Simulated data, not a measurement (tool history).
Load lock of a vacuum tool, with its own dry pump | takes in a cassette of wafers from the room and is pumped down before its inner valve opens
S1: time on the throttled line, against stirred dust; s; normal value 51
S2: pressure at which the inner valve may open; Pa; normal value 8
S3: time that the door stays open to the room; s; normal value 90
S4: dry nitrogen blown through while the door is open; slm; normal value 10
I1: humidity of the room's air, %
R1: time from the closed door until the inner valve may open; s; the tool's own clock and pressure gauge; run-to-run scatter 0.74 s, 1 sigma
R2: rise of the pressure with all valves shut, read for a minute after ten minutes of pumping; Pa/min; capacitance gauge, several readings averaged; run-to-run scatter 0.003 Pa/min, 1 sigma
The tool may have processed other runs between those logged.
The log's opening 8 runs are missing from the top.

Run 9, hour 1630.8: usual settings; I1 44.3. Result: R1 127.2 s, R2 0.024 Pa/min.
Run 10, hour 1859.5: usual settings; I1 45.8. Result: R1 127.6 s, R2 0.029 Pa/min.
Run 11, hour 2064.8: usual settings but S3 62 s; I1 42.1. Result: R1 128.6 s, R2 0.029 Pa/min.
Run 12, hour 2284.6: usual settings; I1 43.4. Result: R1 127.9 s, R2 0.029 Pa/min.
Run 13, hour 2504.1: usual settings; I1 47.8. Result: R1 127.8 s, R2 0.030 Pa/min.
Run 14, hour 2775.2: usual settings; I1 44.6. Result: R1 127.4 s, R2 0.031 Pa/min.
Run 15, hour 3043.4: usual settings; I1 42.5. Result: R1 129.2 s, R2 0.029 Pa/min.
Run 16, hour 3270.0: usual settings; I1 45.6. Result: R1 128.3 s, R2 0.034 Pa/min.
Run 17, hour 3428.8: usual settings; I1 45.5. Result: R1 130.5 s, R2 0.035 Pa/min.
Run 18, hour 3577.7: usual settings; I1 45.3. Result: R1 129.8 s, R2 0.035 Pa/min.
Run 19, hour 3739.2: usual settings; I1 49.3. Result: R1 130.5 s, R2 0.037 Pa/min.
Run 20, hour 3891.6: usual settings but S1 86 s, S2 7 Pa, S4 38 slm; I1 43.6. Result: R1 155.8 s, R2 0.019 Pa/min.
Run 21, hour 4082.9: usual settings but S1 86 s, S2 7 Pa, S4 38 slm; I1 46.2. Result: R1 155.1 s, R2 0.028 Pa/min.
Run 22, hour 4330.8: usual settings but S1 95 s, S2 7 Pa, S4 38 slm; I1 44.9. Result: R1 159.4 s, R2 0.024 Pa/min.
Run 23, hour 4563.9: usual settings but S4 12 slm; I1 47.0. Result: R1 130.2 s, R2 0.033 Pa/min.
Run 24, hour 4818.1: usual settings but S4 12 slm; I1 44.8. Result: R1 130.3 s, R2 0.027 Pa/min.
Run 25, hour 5018.0: usual settings but S1 68 s, S3 34 s; I1 44.2. Result: R1 142.0 s, R2 0.024 Pa/min.
Run 26, hour 5175.0: usual settings but S1 31 s; I1 46.5. Result: R1 119.2 s, R2 0.037 Pa/min.
Run 27, hour 5447.8: usual settings but S1 31 s; I1 40.3. Result: R1 117.7 s, R2 0.033 Pa/min.
Run 28, hour 5685.3: usual settings but S1 54 s, S4 5 slm; I1 46.2. Result: R1 133.7 s, R2 0.044 Pa/min.
At hour 5712.2: dry pump taken out, an overhauled one fitted.
Run 29, hour 5964.0: usual settings but S2 12 Pa; I1 43.8. Result: R1 108.5 s, R2 0.033 Pa/min.
Run 30, hour 6197.3: usual settings but S1 48 s, S2 7 Pa, S3 125 s, S4 29 slm; I1 49.6. Result: R1 111.0 s, R2 0.033 Pa/min.
Run 31, hour 6319.1: usual settings but S1 98 s, S3 31 s; I1 49.0. Result: R1 145.8 s, R2 0.027 Pa/min.
Run 32, hour 6491.7: usual settings but S3 28 s, S4 14 slm; I1 49.4. Result: R1 111.4 s, R2 0.030 Pa/min.
Run 33, hour 6664.3: usual settings but S3 28 s, S4 14 slm; I1 47.6. Result: R1 111.7 s, R2 0.033 Pa/min.

The next listed run, before its measurement:
Run 34, hour 6781.9: usual settings but S3 31 s, S4 9 slm; I1 42.7. Result: R1 ?, R2 ?.

R1: 113.4 s
R2: 0.029 Pa/min
Had the tool carried no hidden state, the very same run would have given R1 114.0 s, R2 0.016 Pa/min.

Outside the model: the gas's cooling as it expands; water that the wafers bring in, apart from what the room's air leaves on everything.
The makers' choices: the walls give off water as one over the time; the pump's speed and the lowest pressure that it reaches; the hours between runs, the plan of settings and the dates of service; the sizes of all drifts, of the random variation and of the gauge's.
